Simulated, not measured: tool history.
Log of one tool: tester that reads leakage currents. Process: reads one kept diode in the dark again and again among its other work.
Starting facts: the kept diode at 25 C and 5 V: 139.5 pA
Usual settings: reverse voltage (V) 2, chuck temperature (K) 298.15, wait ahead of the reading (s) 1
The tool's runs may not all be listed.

run     day  reverse voltage (V)  chuck temperature (K)  wait ahead of the reading (s)  current that the tester gives (pA)
  1       0                    2                 298.15                              1                               96.26
  2   1.317                    2                 298.15                              1                               96.12
  3   2.533                    2                 298.15                              1                               95.72
  4   3.475                    2                 298.15                              1                               95.27
  5   4.788                    2                 298.15                              1                                95.7
  6   6.612                    2                 298.15                              1                               95.22
  7   7.446                    2                 298.15                              1                               94.91
  8   9.112                    2                 298.15                              1                               95.14
  9  10.908                    2                 298.15                              1                               94.39
 10  12.462                    2                 298.15                              1                               95.25
 11   14.05                    2                 298.15                              1                                94.8
 12  15.267                    2                 315.15                              1                              406.36
 13  16.333                    2                 315.15                              1                              406.21
 14  17.883                    2                 315.15                              1                              406.78
 15  19.858                    2                 298.15                              1                                94.5
 16  21.496                    2                 298.15                              1                               94.56
 17  22.975                 2.91                 298.15                              1                              109.58
 18  24.733                 2.91                 298.15                              1                              109.52
 19  25.704                 2.91                 298.15                              1                              108.48
 20  27.588                 2.91                 298.15                              1                              108.35
 21   28.75                11.58                 310.15                           0.44                              537.69
 22  29.708                11.58                 310.15                           4.01                              525.86
 23  31.762                 1.23                 298.15                           0.38                                78.1
     32.012  -- chuck's temperature calibrated
 24  32.821                 1.23                 298.15                           0.38                               77.17
 25  34.546                 5.14                 298.15                           0.87                              135.52
 26  36.296                 5.14                 298.15                           0.87                              135.36
     36.804  -- chuck's temperature calibrated, once more
 27  38.029                 5.14                 298.15                           0.87                              146.19
 28  39.321                 5.14                 298.15                           0.87                              145.84
 29   40.45                 5.14                 298.15                           0.87                              146.25
 30  42.017                 5.14                 303.15                           0.86                              225.15
 31  43.329                 5.14                 295.15                           0.86                              111.46
 32  45.179                 5.68                 294.15                           0.86                              105.77
 33  46.708                  2.7                 302.15                           0.86                              158.36
 34  48.646                 6.88                 327.15                           0.74                             1760.97

The next listed run, before its measurement:
 35  49.671                 7.22                 318.15                              1                                   ?

current that the tester gives (pA): 886.79
Take away the tool's hidden state, keep the run-to-run variation as it was, and the same run would have given current that the tester gives (pA) 890.92.
